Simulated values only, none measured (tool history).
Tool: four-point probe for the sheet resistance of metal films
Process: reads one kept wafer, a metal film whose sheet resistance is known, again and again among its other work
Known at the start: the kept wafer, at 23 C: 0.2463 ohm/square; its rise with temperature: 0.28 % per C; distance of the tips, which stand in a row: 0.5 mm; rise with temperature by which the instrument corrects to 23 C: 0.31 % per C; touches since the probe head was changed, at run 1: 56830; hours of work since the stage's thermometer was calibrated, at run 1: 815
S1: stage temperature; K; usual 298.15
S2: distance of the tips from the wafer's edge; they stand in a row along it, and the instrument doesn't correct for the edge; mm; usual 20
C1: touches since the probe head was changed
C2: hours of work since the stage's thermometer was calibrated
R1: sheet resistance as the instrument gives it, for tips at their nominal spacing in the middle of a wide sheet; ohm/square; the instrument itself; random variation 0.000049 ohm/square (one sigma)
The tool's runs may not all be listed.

run	hour	S1	S2	C1	C2	R1
1	0	298.15	20	56830	815	0.247443
2	82.1	298.15	20	60070	855	0.247416
3	159.2	298.15	20	63112	892	0.247461
4	240.8	298.15	20	66333	932	0.247557
5	322.2	298.15	20	69547	971	0.247713
6	387.9	298.15	20	72138	1003	0.24769
7	445.5	298.15	20	74412	1031	0.247663
8	531.3	298.15	20	77801	1072	0.247766
9	578	298.15	20	79642	1094	0.247909
10	622.4	291.15	20	81394	1116	0.248187
11	678	291.15	20	83589	1143	0.248265
12	750.9	291.15	20	86466	1178	0.248271
13	805.3	299.15	3	88614	1204	0.25146
14	891.1	292.15	6	92001	1246	0.249289
15	935.8	306.15	20	93765	1267	0.247668
16	1014.9	301.15	20	96886	1305	0.247975
17	1065.9	295.15	20	98900	1330	0.248418
18	1118.8	295.15	20	100987	1356	0.248345
19	1173.6	295.15	20	103152	1382	0.248311
20	1240	295.15	20	105774	1414	0.248414
21	1288.6	295.15	20	107691	1438	0.248549
22	1369.1	295.15	20	110867	1476	0.24859

5 ways to go on from here, each from the tool as it stands after run 22. What would each give?
A	1447.1	295.15	20	113946	1514	?
B	1447.1	292.15	20	113946	1514	?
C	1447.1	293.15	52	113946	1514	?
D	1447.1	307.15	20	113946	1514	?
E	1447.1	293.15	7	113946	1514	?

run	R1
A	0.248596
B	0.24883
C	0.248635
D	0.247932
E	0.249281
Without the tool's hidden state the same runs would have given:
run	R1
A	0.246436
B	0.246669
C	0.246475
D	0.245776
E	0.247116
